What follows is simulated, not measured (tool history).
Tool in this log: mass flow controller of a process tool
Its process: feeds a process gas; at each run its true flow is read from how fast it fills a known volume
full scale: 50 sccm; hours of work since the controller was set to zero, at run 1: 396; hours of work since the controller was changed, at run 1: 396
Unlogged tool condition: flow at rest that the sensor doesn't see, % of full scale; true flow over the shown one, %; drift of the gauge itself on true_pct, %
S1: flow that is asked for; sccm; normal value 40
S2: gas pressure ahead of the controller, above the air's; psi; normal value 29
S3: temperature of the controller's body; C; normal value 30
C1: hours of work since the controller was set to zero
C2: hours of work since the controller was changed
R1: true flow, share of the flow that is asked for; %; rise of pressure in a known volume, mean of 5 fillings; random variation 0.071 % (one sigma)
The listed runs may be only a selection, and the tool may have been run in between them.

run    hour  S1    S2  S3    C1    C2      R1
  1       0  40    29  30   396   396   99.84
  2    43.4  40  24.5  30   414   414   99.78
  3     136  40  24.5  30   452   452   99.86
  4   215.4  40  39.5  30   484   484  100.05
  5   288.6  40  33.9  30   515   515   99.95
  6   351.6  40    29  30   541   541   99.76
  7   402.1  40    29  30   561   561   99.71
  8     470  40    29  30   589   589   99.71
  9   539.9  33    29  30   618   618   99.72
 10   630.7  33    29  30   656   656   99.62
 11   688.5   6    29  30   680   680   98.13
 12   760.2   6    29  30   709   709   98.11
 13   806.6   6    29  30   728   728   97.97
 14   896.6  40  21.9  30   765   765   99.49
 15   965.2  40  21.9  30   794   794   99.48
 16  1040.5  40    29  30   825   825   99.64
 17  1091.2  40    29  30   846   846   99.71
 18  1177.3  40    29  30   881   881   99.53
 19  1215.3  40    29  30   897   897   99.55
 20  1277.7  40    29  30   922   922   99.48
 21  1343.8  40    29  25   950   950    99.1
 22  1436.7  40    29  25   988   988   99.08
 23  1517.8  40    29  25  1022  1022   99.07
 24  1587.2  40    29  25  1050  1050   99.04
 25  1680.7   6  21.3  33  1089  1089    97.5
 26  1727.4  18  39.6  32  1108  1108   99.13
 27  1796.9   8  21.8  23  1137  1137   97.03
 28  1863.8  16  32.5  32  1164  1164   98.62
     1869.6  -- controller's zero set anew
 29  1910.7  16  32.5  32    17  1183   98.59
 30  1966.2  16  32.5  32    40  1206   98.55
 31  2010.5  16  32.5  32    58  1224   98.54
 32  2058.4  16  32.5  32    78  1244   98.52
 33  2114.6  22    29  21   101  1267   98.04
 34  2187.9  10    29  27   131  1298   97.26
       2223  -- controller's zero set anew, once more
 35  2242.3  21  28.7  37     8  1320   99.77
 36  2326.5  19  36.4  37    43  1355   99.81
 37  2413.3   9    29  28    78  1390    98.8
 38    2493  44  29.4  40   111  1423  100.49
 39  2576.9  15    40  27   146  1458   99.05
 40  2664.3  15    40  27   182  1494   98.79
 41    2733  19  31.2  30   210  1522   99.02
 42  2801.1  40  32.8  30   238  1550    99.6
 43  2877.1  40  32.8  30   270  1582   99.67
 44  2969.2  15    29  21   308  1620   98.26
 45  3050.5  21    29  24   341  1653   98.53
 46  3119.6  46  37.6  36   370  1682   99.99
 47    3162  46  37.6  36   387  1699  100.16
 48  3250.6  31  31.6  30   424  1736   99.22

Predict each of these 4 candidate next runs independently; none follows another, all start after run 48:
  A  3312.5   6  29.7  30  449  1761   ?
  B  3312.5  16  30.5  26  449  1761   ?
  C  3312.5  33  21.8  32  449  1761   ?
  D  3312.5  16    29  38  449  1761   ?

run     R1
  A  98.18
  B  98.59
  C  99.16
  D  99.47
Take away the tool's hidden state, keep each run's random variation, and the runs would have read:
run      R1
  A   99.75
  B   99.69
  C   100.1
  D  100.56
